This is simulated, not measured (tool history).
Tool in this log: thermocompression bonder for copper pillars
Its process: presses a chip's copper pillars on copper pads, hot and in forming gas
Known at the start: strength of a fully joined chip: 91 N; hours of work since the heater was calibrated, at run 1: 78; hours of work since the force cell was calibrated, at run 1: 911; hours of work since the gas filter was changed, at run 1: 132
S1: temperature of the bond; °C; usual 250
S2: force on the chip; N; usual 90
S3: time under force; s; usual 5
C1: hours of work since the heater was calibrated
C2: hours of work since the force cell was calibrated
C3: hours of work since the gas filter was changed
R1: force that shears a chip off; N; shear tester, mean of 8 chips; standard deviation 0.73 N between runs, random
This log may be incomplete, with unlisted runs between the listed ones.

| run | hour | S1 | S2 | S3 | C1 | C2 | C3 | R1 |
|---|---|---|---|---|---|---|---|---|
| 1 | 0 | 250 | 90 | 5 | 78 | 911 | 132 | 53.7 |
| 2 | 43.8 | 253 | 90 | 5 | 98 | 931 | 152 | 55.6 |
| 3 | 98.7 | 250 | 90 | 5 | 123 | 956 | 177 | 53.1 |
| 4 | 127.6 | 250 | 90 | 5 | 136 | 969 | 190 | 53.6 |
| 5 | 172.6 | 250 | 90 | 5 | 157 | 990 | 211 | 53.5 |
|  | 226.5 | forming gas filter changed |
| 6 | 226.5 | 250 | 90 | 5 | 181 | 1014 | 0 | 52.6 |
| 7 | 280.5 | 250 | 90 | 5 | 205 | 1039 | 25 | 54.8 |
| 8 | 332.3 | 250 | 90 | 5 | 229 | 1062 | 48 | 54.1 |
| 9 | 360.6 | 253 | 90 | 5 | 242 | 1075 | 61 | 56.6 |
| 10 | 403 | 253 | 90 | 5 | 261 | 1094 | 80 | 54.7 |
| 11 | 452 | 253 | 90 | 5 | 284 | 1117 | 103 | 56 |
| 12 | 483.4 | 253 | 90 | 5 | 298 | 1131 | 117 | 55.2 |
| 13 | 513.4 | 250 | 84 | 5 | 311 | 1145 | 131 | 51.8 |
| 14 | 549.1 | 260 | 84 | 7 | 328 | 1161 | 147 | 65 |
| 15 | 579 | 250 | 90 | 5 | 341 | 1175 | 160 | 54.5 |
| 16 | 618.4 | 250 | 85 | 7 | 359 | 1192 | 178 | 57.9 |
| 17 | 648 | 242 | 106 | 6 | 373 | 1206 | 192 | 56.4 |
| 18 | 685.4 | 242 | 106 | 6 | 390 | 1223 | 209 | 57 |
| 19 | 736.6 | 242 | 106 | 6 | 413 | 1246 | 232 | 55.4 |
|  | 748.2 | forming gas filter changed |
| 20 | 792.8 | 242 | 106 | 6 | 438 | 1272 | 20 | 56 |
| 21 | 850.1 | 243 | 65 | 3 | 464 | 1298 | 46 | 32.8 |
|  | 866.9 | force cell calibrated |
| 22 | 899.9 | 254 | 65 | 9 | 486 | 15 | 68 | 55.4 |

Run 23 has not been measured yet. What should we expect?
| 23 | 946.4 | 223 | 105 | 9 | 508 | 36 | 90 | ? |

R1: 49 N
If the tool had no hidden condition, the same run with the same run-to-run variation would have returned R1 48.8 N.
